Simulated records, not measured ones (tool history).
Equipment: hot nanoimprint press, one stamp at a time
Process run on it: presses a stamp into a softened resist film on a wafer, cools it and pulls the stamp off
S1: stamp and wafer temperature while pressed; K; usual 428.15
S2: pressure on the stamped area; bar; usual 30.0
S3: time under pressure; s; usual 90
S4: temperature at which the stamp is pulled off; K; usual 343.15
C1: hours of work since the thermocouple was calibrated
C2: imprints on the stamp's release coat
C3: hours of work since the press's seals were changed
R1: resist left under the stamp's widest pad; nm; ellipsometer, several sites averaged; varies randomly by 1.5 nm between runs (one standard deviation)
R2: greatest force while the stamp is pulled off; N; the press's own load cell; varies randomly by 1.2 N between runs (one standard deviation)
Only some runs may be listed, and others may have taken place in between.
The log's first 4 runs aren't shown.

At hour 140.4: stamp cleaned and given a new release coat.
Run 5, hour 167.7: usual settings; C1 43; C2 116; C3 426. Result: R1 238.5 nm, R2 178 N.
Run 6, hour 214.8: usual settings but S3 80 s; C1 76; C2 318; C3 459. Result: R1 244.6 nm, R2 183 N.
Run 7, hour 242.8: usual settings; C1 95; C2 438; C3 478. Result: R1 232.1 nm, R2 185 N.
Run 8, hour 278.0: usual settings; C1 119; C2 588; C3 502. Result: R1 233.5 nm, R2 185 N.
At hour 288.7: stamp cleaned and given a new release coat.
Run 9, hour 339.9: usual settings; C1 157; C2 220; C3 540. Result: R1 232.9 nm, R2 180 N.
Run 10, hour 373.7: usual settings; C1 180; C2 364; C3 563. Result: R1 230.4 nm, R2 181 N.
Run 11, hour 407.3: usual settings; C1 203; C2 508; C3 586. Result: R1 229.1 nm, R2 183 N.
At hour 437.7: stamp cleaned and given a new release coat.
Run 12, hour 460.9: usual settings; C1 235; C2 99; C3 618. Result: R1 227.6 nm, R2 175 N.
Run 13, hour 487.8: usual settings; C1 254; C2 215; C3 637. Result: R1 227.3 nm, R2 176 N.
Run 14, hour 542.3: usual settings but S3 134 s; C1 291; C2 447; C3 674. Result: R1 195.9 nm, R2 180 N.
Run 15, hour 576.4: usual settings; C1 314; C2 593; C3 697. Result: R1 225.8 nm, R2 182 N.
At hour 586.8: stamp cleaned and given a new release coat.
Run 16, hour 636.6: usual settings but S2 34.2 bar, S3 165 s; C1 351; C2 213; C3 734. Result: R1 169.3 nm, R2 175 N.
Run 17, hour 686.8: usual settings but S1 433.15 K; C1 385; C2 428; C3 768. Result: R1 179.8 nm, R2 178 N.
Run 18, hour 715.1: usual settings but S2 43.4 bar, S4 339.15 K; C1 405; C2 549; C3 788. Result: R1 182.7 nm, R2 197 N.
At hour 733.8: stamp cleaned and given a new release coat.
At hour 748.4: press's hydraulic seals changed and the load cell set to zero.
Run 19, hour 755.2: usual settings but S2 28.2 bar, S3 139 s, S4 339.15 K; C1 423; C2 58; C3 5. Result: R1 196.1 nm, R2 190 N.
Run 20, hour 790.7: usual settings but S1 433.15 K, S2 47.4 bar, S3 60 s; C1 447; C2 209; C3 29. Result: R1 158.3 nm, R2 174 N.
Run 21, hour 838.1: usual settings but S1 430.15 K, S2 24.1 bar, S3 148 s, S4 336.15 K; C1 479; C2 412; C3 61. Result: R1 188.6 nm, R2 202 N.
At hour 877.5: plate thermocouple calibrated.
Run 22, hour 881.8: usual settings but S3 71 s, S4 335.15 K; C1 3; C2 586; C3 89. Result: R1 259.9 nm, R2 217 N.
At hour 891.9: stamp cleaned and given a new release coat.
Run 23, hour 925.4: usual settings but S2 34.9 bar, S4 332.15 K; C1 29; C2 143; C3 115. Result: R1 220.4 nm, R2 224 N.
Run 24, hour 964.3: usual settings but S2 19.0 bar, S3 49 s, S4 328.15 K; C1 55; C2 310; C3 141. Result: R1 348.5 nm, R2 240 N.

Run 25, settings as shown, results not yet in. Your forecast:
Run 25, hour 997.6: usual settings but S3 166 s; C1 78; C2 452; C3 164. Result: R1 ?, R2 ?.

R1: 190.8 nm
R2: 183 N
If the tool had no hidden condition, the same run with the same run-to-run variation would have returned R1 192.9 nm, R2 178 N.
